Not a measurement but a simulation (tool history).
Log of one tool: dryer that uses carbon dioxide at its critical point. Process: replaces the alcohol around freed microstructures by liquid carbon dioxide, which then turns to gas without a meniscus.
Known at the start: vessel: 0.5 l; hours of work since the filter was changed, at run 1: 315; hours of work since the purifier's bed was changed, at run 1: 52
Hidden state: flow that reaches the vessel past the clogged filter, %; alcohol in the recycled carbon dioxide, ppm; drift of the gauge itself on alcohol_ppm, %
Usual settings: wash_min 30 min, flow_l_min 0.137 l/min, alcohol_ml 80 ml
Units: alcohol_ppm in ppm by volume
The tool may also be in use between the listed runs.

run     day  wash_min  flow_l_min  alcohol_ml  hours of work since the filter was changed  hours of work since the purifier's bed was changed  alcohol_ppm
  1   0.000        30       0.137          80                                         315                                                  52          316
  2   0.762        30       0.137          80                                         323                                                  60          305
  3   1.600        30       0.137          20                                         332                                                  69          104
  4   2.575        30       0.137          31                                         343                                                  80          150
  5   3.717        30       0.137          31                                         355                                                  92          157
  6   4.721        30       0.137          31                                         366                                                 103          152
  7   5.804        30       0.161          80                                         378                                                 115          137
  8   6.296        30       0.161          93                                         383                                                 120          149
  9   7.146        31       0.137          80                                         393                                                 129          324
 10   7.671        19       0.138          78                                         398                                                 135         3131
 11   8.200        40       0.095          51                                         404                                                 141          430
 12   9.258        29       0.095          42                                         415                                                 152         1552
 13   9.938        39       0.095          89                                         423                                                 160          851
 14  10.996        30       0.137         104                                         434                                                 171          511
 15  11.621        30       0.137         104                                         441                                                 178          504
 16  12.725        45       0.132          70                                         453                                                 190           69
 17  13.542        30       0.165          58                                         462                                                 199          131
 18  14.558        31       0.137          26                                         473                                                 210          160

Forecast each of these 4 alternatives for the next run:
  A  15.271        34       0.137          26                                         481                                                 217            ?
  B  15.271        25       0.193          45                                         481                                                 217            ?
  C  15.271        31       0.153          26                                         481                                                 217            ?
  D  15.271        36       0.137          81                                         481                                                 217            ?

run  alcohol_ppm
  A          113
  B          132
  C           99
  D          177
Without the tool's hidden state the same runs would have given:
run  alcohol_ppm
  A           27
  B           36
  C           19
  D           47

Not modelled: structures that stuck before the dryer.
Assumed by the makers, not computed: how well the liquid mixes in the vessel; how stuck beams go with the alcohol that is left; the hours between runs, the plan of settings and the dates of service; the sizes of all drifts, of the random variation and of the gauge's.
